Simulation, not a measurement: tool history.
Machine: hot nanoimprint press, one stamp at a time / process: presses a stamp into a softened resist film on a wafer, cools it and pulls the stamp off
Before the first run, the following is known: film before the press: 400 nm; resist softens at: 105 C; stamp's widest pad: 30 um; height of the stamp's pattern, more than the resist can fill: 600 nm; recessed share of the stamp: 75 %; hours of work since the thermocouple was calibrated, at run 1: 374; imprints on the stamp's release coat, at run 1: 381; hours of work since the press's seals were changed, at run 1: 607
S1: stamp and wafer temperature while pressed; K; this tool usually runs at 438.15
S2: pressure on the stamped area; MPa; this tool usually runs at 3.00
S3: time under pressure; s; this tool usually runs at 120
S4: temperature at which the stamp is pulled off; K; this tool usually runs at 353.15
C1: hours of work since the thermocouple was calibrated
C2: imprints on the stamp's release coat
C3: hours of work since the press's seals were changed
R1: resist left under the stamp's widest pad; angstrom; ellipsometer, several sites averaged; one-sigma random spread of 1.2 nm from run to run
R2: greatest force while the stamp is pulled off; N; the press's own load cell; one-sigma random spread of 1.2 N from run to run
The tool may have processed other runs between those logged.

Run 1, hour 0.0: usual settings; C1 374; C2 381; C3 607. Result: R1 2010 angstrom, R2 241 N.
Run 2, hour 72.5: usual settings; C1 416; C2 713; C3 650. Result: R1 2034 angstrom, R2 249 N.
At hour 83.9: stamp cleaned and given a new release coat.
At hour 143.2: plate thermocouple calibrated.
Run 3, hour 149.7: usual settings; C1 4; C2 287; C3 690. Result: R1 1876 angstrom, R2 237 N.
Run 4, hour 206.5: usual settings but S2 2.75 MPa; C1 37; C2 547; C3 724. Result: R1 1976 angstrom, R2 242 N.
At hour 252.6: stamp cleaned and given a new release coat.
Run 5, hour 275.7: usual settings but S2 2.75 MPa; C1 75; C2 106; C3 761. Result: R1 1977 angstrom, R2 232 N.
Run 6, hour 328.4: usual settings but S2 2.75 MPa, S4 342.15 K; C1 106; C2 347; C3 792. Result: R1 1976 angstrom, R2 259 N.
Run 7, hour 383.5: usual settings but S2 2.75 MPa, S4 342.15 K; C1 138; C2 600; C3 825. Result: R1 2019 angstrom, R2 267 N.
At hour 416.3: stamp cleaned and given a new release coat.
Run 8, hour 439.7: usual settings but S2 2.75 MPa, S4 342.15 K; C1 168; C2 108; C3 854. Result: R1 1988 angstrom, R2 256 N.
Run 9, hour 499.7: usual settings but S2 2.75 MPa, S4 342.15 K; C1 203; C2 382; C3 890. Result: R1 2041 angstrom, R2 262 N.
At hour 581.6: stamp cleaned and given a new release coat.
Run 10, hour 590.2: usual settings; C1 253; C2 39; C3 940. Result: R1 1974 angstrom, R2 234 N.
Run 11, hour 676.4: usual settings; C1 304; C2 434; C3 990. Result: R1 2006 angstrom, R2 243 N.
Run 12, hour 729.6: usual settings; C1 335; C2 678; C3 1022. Result: R1 2027 angstrom, R2 245 N.
At hour 748.3: stamp cleaned and given a new release coat.
Run 13, hour 806.7: usual settings; C1 377; C2 268; C3 1064. Result: R1 1999 angstrom, R2 238 N.
Run 14, hour 891.3: usual settings; C1 427; C2 655; C3 1114. Result: R1 2053 angstrom, R2 245 N.
At hour 913.1: stamp cleaned and given a new release coat.
At hour 940.5: press's hydraulic seals changed and the load cell set to zero.
At hour 950.9: plate thermocouple calibrated.
Run 15, hour 998.2: usual settings but S3 110 s; C1 28; C2 340; C3 32. Result: R1 1943 angstrom, R2 238 N.
Run 16, hour 1057.2: usual settings but S1 431.15 K, S2 2.65 MPa, S4 354.15 K; C1 63; C2 610; C3 67. Result: R1 2756 angstrom, R2 239 N.
At hour 1088.6: stamp cleaned and given a new release coat.
Run 17, hour 1138.5: usual settings but S1 431.15 K, S2 2.65 MPa, S4 354.15 K; C1 107; C2 229; C3 111. Result: R1 2737 angstrom, R2 234 N.
Run 18, hour 1183.0: usual settings but S1 440.15 K, S2 3.97 MPa, S3 96 s, S4 359.15 K; C1 133; C2 433; C3 138. Result: R1 1657 angstrom, R2 227 N.
Run 19, hour 1238.3: usual settings but S1 449.15 K, S4 341.15 K; C1 166; C2 686; C3 170. Result: R1 1052 angstrom, R2 268 N.
At hour 1258.5: stamp cleaned and given a new release coat.
Run 20, hour 1300.0: usual settings but S4 344.15 K; C1 199; C2 190; C3 203. Result: R1 1943 angstrom, R2 255 N.
Run 21, hour 1362.5: usual settings but S2 2.10 MPa, S3 195 s, S4 344.15 K; C1 236; C2 476; C3 240. Result: R1 1857 angstrom, R2 263 N.
Run 22, hour 1408.8: usual settings but S1 432.15 K, S2 2.44 MPa, S4 358.15 K; C1 263; C2 688; C3 267. Result: R1 2776 angstrom, R2 235 N.
At hour 1424.0: stamp cleaned and given a new release coat.
Run 23, hour 1483.8: usual settings but S1 432.15 K, S2 4.28 MPa, S3 62 s, S4 344.15 K; C1 304; C2 273; C3 308. Result: R1 2847 angstrom, R2 259 N.
Run 24, hour 1546.6: usual settings but S1 439.15 K; C1 341; C2 561; C3 345. Result: R1 1890 angstrom, R2 243 N.
At hour 1591.8: stamp cleaned and given a new release coat.
Run 25, hour 1626.1: usual settings but S1 440.15 K, S2 3.14 MPa, S3 233 s, S4 352.15 K; C1 384; C2 157; C3 388. Result: R1 1340 angstrom, R2 239 N.
Run 26, hour 1680.0: usual settings but S1 433.15 K, S2 3.14 MPa, S3 233 s, S4 360.15 K; C1 416; C2 403; C3 420. Result: R1 2035 angstrom, R2 227 N.
At hour 1745.8: plate thermocouple calibrated.
At hour 1763.7: stamp cleaned and given a new release coat.
Run 27, hour 1763.7: usual settings but S1 433.15 K, S2 3.14 MPa, S3 233 s, S4 341.15 K; C1 7; C2 0; C3 464. Result: R1 1914 angstrom, R2 254 N.
Run 28, hour 1801.0: usual settings but S1 433.15 K, S2 3.14 MPa, S3 233 s, S4 341.15 K; C1 29; C2 171; C3 486. Result: R1 1902 angstrom, R2 258 N.
Run 29, hour 1862.0: usual settings but S1 433.15 K, S2 3.14 MPa, S3 233 s, S4 341.15 K; C1 65; C2 450; C3 522. Result: R1 1888 angstrom, R2 265 N.

Consider 4 possible next runs. They are alternatives, not a sequence: every one starts from the tool as it was left by run 29. What does each give?
Run A, hour 1904.6: usual settings but S1 433.15 K, S2 2.02 MPa, S3 233 s, S4 341.15 K; C1 90; C2 645; C3 547. Result: R1 ?, R2 ?.
Run B, hour 1904.6: usual settings but S1 447.15 K, S3 76 s, S4 350.15 K; C1 90; C2 645; C3 547. Result: R1 ?, R2 ?.
Run C, hour 1904.6: usual settings but S1 433.15 K, S2 2.04 MPa, S3 233 s, S4 341.15 K; C1 90; C2 645; C3 547. Result: R1 ?, R2 ?.
Run D, hour 1904.6: usual settings but S1 428.15 K, S2 2.19 MPa, S3 233 s, S4 351.15 K; C1 90; C2 645; C3 547. Result: R1 ?, R2 ?.

run    R1   R2
  A  2246  270
  B  1450  253
  C  2233  269
  D  2791  249
Stripped of hidden state, with their random variation kept, the same runs would have yielded:
run    R1   R2
  A  2192  256
  B  1404  239
  C  2179  255
  D  2735  235
